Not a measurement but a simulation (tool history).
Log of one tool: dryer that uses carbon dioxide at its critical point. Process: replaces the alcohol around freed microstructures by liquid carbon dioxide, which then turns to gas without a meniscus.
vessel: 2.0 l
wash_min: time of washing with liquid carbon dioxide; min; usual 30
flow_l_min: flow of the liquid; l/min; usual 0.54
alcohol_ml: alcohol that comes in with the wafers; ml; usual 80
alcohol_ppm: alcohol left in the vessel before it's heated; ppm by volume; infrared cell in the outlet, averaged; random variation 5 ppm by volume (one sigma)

Run 1, hour 0.0: usual settings. Result: alcohol_ppm 90 ppm by volume.
Run 2, hour 8.5: usual settings but alcohol_ml 53 ml. Result: alcohol_ppm 86 ppm by volume.
Run 3, hour 17.4: usual settings but alcohol_ml 53 ml. Result: alcohol_ppm 81 ppm by volume.
Run 4, hour 24.8: usual settings but alcohol_ml 53 ml. Result: alcohol_ppm 87 ppm by volume.
Run 5, hour 31.0: usual settings but alcohol_ml 79 ml. Result: alcohol_ppm 95 ppm by volume.
Run 6, hour 35.2: usual settings but alcohol_ml 79 ml. Result: alcohol_ppm 98 ppm by volume.
Run 7, hour 42.8: usual settings but alcohol_ml 22 ml. Result: alcohol_ppm 84 ppm by volume.
Run 8, hour 49.4: usual settings but alcohol_ml 22 ml. Result: alcohol_ppm 89 ppm by volume.
Run 9, hour 53.3: usual settings but alcohol_ml 22 ml. Result: alcohol_ppm 80 ppm by volume.
Run 10, hour 60.5: usual settings but alcohol_ml 22 ml. Result: alcohol_ppm 86 ppm by volume.
Run 11, hour 66.5: usual settings but alcohol_ml 22 ml. Result: alcohol_ppm 89 ppm by volume.
Run 12, hour 71.0: usual settings but wash_min 23 min. Result: alcohol_ppm 227 ppm by volume.
Run 13, hour 76.5: usual settings but wash_min 44 min. Result: alcohol_ppm 90 ppm by volume.
Run 14, hour 82.2: usual settings but wash_min 44 min. Result: alcohol_ppm 79 ppm by volume.

Forecast run 15:
Run 15, hour 89.7: usual settings but wash_min 44 min. Result: alcohol_ppm ?.

{"run 15": {"alcohol_ppm": 91}}
Without the tool's hidden state the same run would have given alcohol_ppm 12 ppm by volume.
